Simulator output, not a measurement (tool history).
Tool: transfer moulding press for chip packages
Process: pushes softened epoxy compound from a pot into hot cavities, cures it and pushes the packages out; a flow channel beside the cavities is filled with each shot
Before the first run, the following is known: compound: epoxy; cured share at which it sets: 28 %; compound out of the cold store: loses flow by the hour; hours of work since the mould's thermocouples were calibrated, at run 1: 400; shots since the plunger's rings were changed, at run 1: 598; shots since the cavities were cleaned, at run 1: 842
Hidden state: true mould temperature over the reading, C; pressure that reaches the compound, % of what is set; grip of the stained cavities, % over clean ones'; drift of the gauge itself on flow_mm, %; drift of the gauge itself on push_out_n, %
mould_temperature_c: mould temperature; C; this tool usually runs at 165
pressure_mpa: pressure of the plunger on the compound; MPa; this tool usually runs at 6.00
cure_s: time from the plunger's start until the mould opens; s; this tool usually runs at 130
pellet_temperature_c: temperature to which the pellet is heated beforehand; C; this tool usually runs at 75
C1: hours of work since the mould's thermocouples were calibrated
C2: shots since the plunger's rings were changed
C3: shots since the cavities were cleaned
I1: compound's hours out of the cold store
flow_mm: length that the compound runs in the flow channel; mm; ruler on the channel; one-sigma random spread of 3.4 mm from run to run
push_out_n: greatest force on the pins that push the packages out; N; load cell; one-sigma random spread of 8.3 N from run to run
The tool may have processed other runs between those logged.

Run 1, day 0.000: usual settings; C1 400; C2 598; C3 842; I1 36.4. Result: flow_mm 536 mm, push_out_n 582 N.
At day 1.079: cavities cleaned with cleaning compound and waxed.
Run 2, day 1.767: usual settings; C1 420; C2 878; C3 112; I1 11.9. Result: flow_mm 651 mm, push_out_n 752 N.
Run 3, day 4.600: usual settings; C1 454; C2 1343; C3 577; I1 13.6. Result: flow_mm 639 mm, push_out_n 728 N.
At day 7.338: cavities cleaned with cleaning compound and waxed.
Run 4, day 8.021: usual settings; C1 494; C2 1895; C3 112; I1 21.4. Result: flow_mm 593 mm, push_out_n 419 N.
At day 10.258: cavities cleaned with cleaning compound and waxed, once more.
Run 5, day 10.892: usual settings; C1 528; C2 2356; C3 104; I1 27.8. Result: flow_mm 562 mm, push_out_n 397 N.
Run 6, day 14.004: usual settings; C1 565; C2 2867; C3 615; I1 34.6. Result: flow_mm 534 mm, push_out_n 547 N.
Run 7, day 16.192: usual settings but cure_s 113 s; C1 591; C2 3227; C3 975; I1 36.6. Result: flow_mm 522 mm, push_out_n 660 N.
At day 16.492: cavities cleaned with cleaning compound and waxed.
At day 17.442: mould's thermocouples calibrated.
Run 8, day 17.888: usual settings but cure_s 113 s; C1 5; C2 3481; C3 215; I1 30.3. Result: flow_mm 558 mm, push_out_n 497 N.
Run 9, day 20.925: usual settings but cure_s 113 s; C1 42; C2 3980; C3 714; I1 24.7. Result: flow_mm 575 mm, push_out_n 632 N.
At day 22.729: cavities cleaned with cleaning compound and waxed.
Run 10, day 24.108: usual settings but cure_s 113 s; C1 79; C2 4493; C3 227; I1 36.1. Result: flow_mm 528 mm, push_out_n 504 N.
Run 11, day 25.596: usual settings but cure_s 113 s; C1 97; C2 4737; C3 471; I1 46.7. Result: flow_mm 485 mm, push_out_n 563 N.
Run 12, day 28.446: usual settings but pressure_mpa 5.09 MPa, cure_s 113 s; C1 131; C2 5205; C3 939; I1 35.5. Result: flow_mm 482 mm, push_out_n 655 N.
At day 28.775: cavities cleaned with cleaning compound and waxed.
At day 29.129: plunger's sealing rings changed.
Run 13, day 31.358: usual settings but pressure_mpa 5.09 MPa, cure_s 113 s; C1 163; C2 366; C3 407; I1 31.1. Result: flow_mm 522 mm, push_out_n 555 N.
Run 14, day 34.617: usual settings but pressure_mpa 5.39 MPa, cure_s 113 s; C1 202; C2 901; C3 942; I1 18.8. Result: flow_mm 582 mm, push_out_n 689 N.
At day 34.942: cavities cleaned with cleaning compound and waxed.
Run 15, day 37.088: usual settings but mould_temperature_c 158 C, cure_s 148 s, pellet_temperature_c 74 C; C1 231; C2 1297; C3 353; I1 46.6. Result: flow_mm 505 mm, push_out_n 524 N.
Run 16, day 39.171: usual settings but mould_temperature_c 158 C, cure_s 148 s, pellet_temperature_c 74 C; C1 256; C2 1639; C3 695; I1 30.5. Result: flow_mm 573 mm, push_out_n 597 N.
At day 41.208: cavities cleaned with cleaning compound and waxed.
Run 17, day 41.433: usual settings but mould_temperature_c 160 C, pressure_mpa 4.53 MPa; C1 282; C2 2000; C3 37; I1 45.4. Result: flow_mm 440 mm, push_out_n 426 N.
Run 18, day 44.996: usual settings but mould_temperature_c 160 C, pressure_mpa 4.53 MPa; C1 325; C2 2586; C3 623; I1 32.0. Result: flow_mm 485 mm, push_out_n 632 N.
Run 19, day 46.638: usual settings but mould_temperature_c 158 C, pressure_mpa 4.67 MPa, cure_s 146 s, pellet_temperature_c 73 C; C1 344; C2 2855; C3 892; I1 25.5. Result: flow_mm 524 mm, push_out_n 635 N.
At day 47.450: cavities cleaned with cleaning compound and waxed.
Run 20, day 48.679: usual settings but mould_temperature_c 158 C, pressure_mpa 4.67 MPa, cure_s 146 s, pellet_temperature_c 73 C; C1 368; C2 3180; C3 202; I1 45.3. Result: flow_mm 441 mm, push_out_n 476 N.
Run 21, day 51.875: usual settings but mould_temperature_c 158 C, pressure_mpa 4.67 MPa, cure_s 146 s, pellet_temperature_c 65 C; C1 406; C2 3705; C3 727; I1 20.9. Result: flow_mm 536 mm, push_out_n 617 N.
At day 53.596: cavities cleaned with cleaning compound and waxed.
Run 22, day 55.371: usual settings but mould_temperature_c 170 C, pressure_mpa 7.23 MPa, cure_s 133 s, pellet_temperature_c 73 C; C1 447; C2 4269; C3 292; I1 25.4. Result: flow_mm 616 mm, push_out_n 457 N.
Run 23, day 58.383: usual settings but mould_temperature_c 170 C, pressure_mpa 6.42 MPa, cure_s 133 s, pellet_temperature_c 66 C; C1 483; C2 4763; C3 786; I1 14.5. Result: flow_mm 632 mm, push_out_n 544 N.
At day 59.883: cavities cleaned with cleaning compound and waxed.
Run 24, day 61.238: usual settings but mould_temperature_c 170 C, pressure_mpa 6.42 MPa, cure_s 133 s, pellet_temperature_c 66 C; C1 516; C2 5222; C3 223; I1 39.4. Result: flow_mm 517 mm, push_out_n 412 N.
At day 61.796: plunger's sealing rings changed.
Run 25, day 63.312: usual settings but mould_temperature_c 170 C, pressure_mpa 6.42 MPa, cure_s 133 s, pellet_temperature_c 66 C; C1 540; C2 249; C3 546; I1 28.0. Result: flow_mm 589 mm, push_out_n 487 N.
At day 66.079: cavities cleaned with cleaning compound and waxed.
Run 26, day 66.588: usual settings but mould_temperature_c 162 C, pressure_mpa 7.39 MPa, cure_s 128 s; C1 578; C2 777; C3 83; I1 15.3. Result: flow_mm 713 mm, push_out_n 451 N.
At day 68.925: mould's thermocouples calibrated.
Run 27, day 69.350: usual settings but mould_temperature_c 172 C, pellet_temperature_c 73 C; C1 5; C2 1217; C3 523; I1 15.2. Result: flow_mm 615 mm, push_out_n 497 N.
Run 28, day 72.067: usual settings but mould_temperature_c 172 C, pressure_mpa 7.45 MPa, pellet_temperature_c 73 C; C1 37; C2 1663; C3 969; I1 47.2. Result: flow_mm 532 mm, push_out_n 573 N.

Below, each run's measurement less what the same run would have read without the hidden state. Both values contain the same run-to-run variation, but the gauge's scatter may not be the same in both:
run  flow_mm  push_out_n
  1       -4        +221
  2       -6        +378
  3       -7        +349
  4       -9         +48
  5      -11         +47
  6      -12        +185
  7      -13        +261
  8      -15         +97
  9      -18        +223
 10      -18        +114
 11      -18        +174
 12      -19        +254
 13       -3        +157
 14       -5        +266
 15       -6        +135
 16       -8        +215
 17       -8         +35
 18      -10        +216
 19      -12        +240
 20      -11         +89
 21      -15        +221
 22      -20        +102
 23      -23        +197
 24      -20         +78
 25       -1        +155
 26       -3         +44
 27       -5        +157
 28       -6        +223
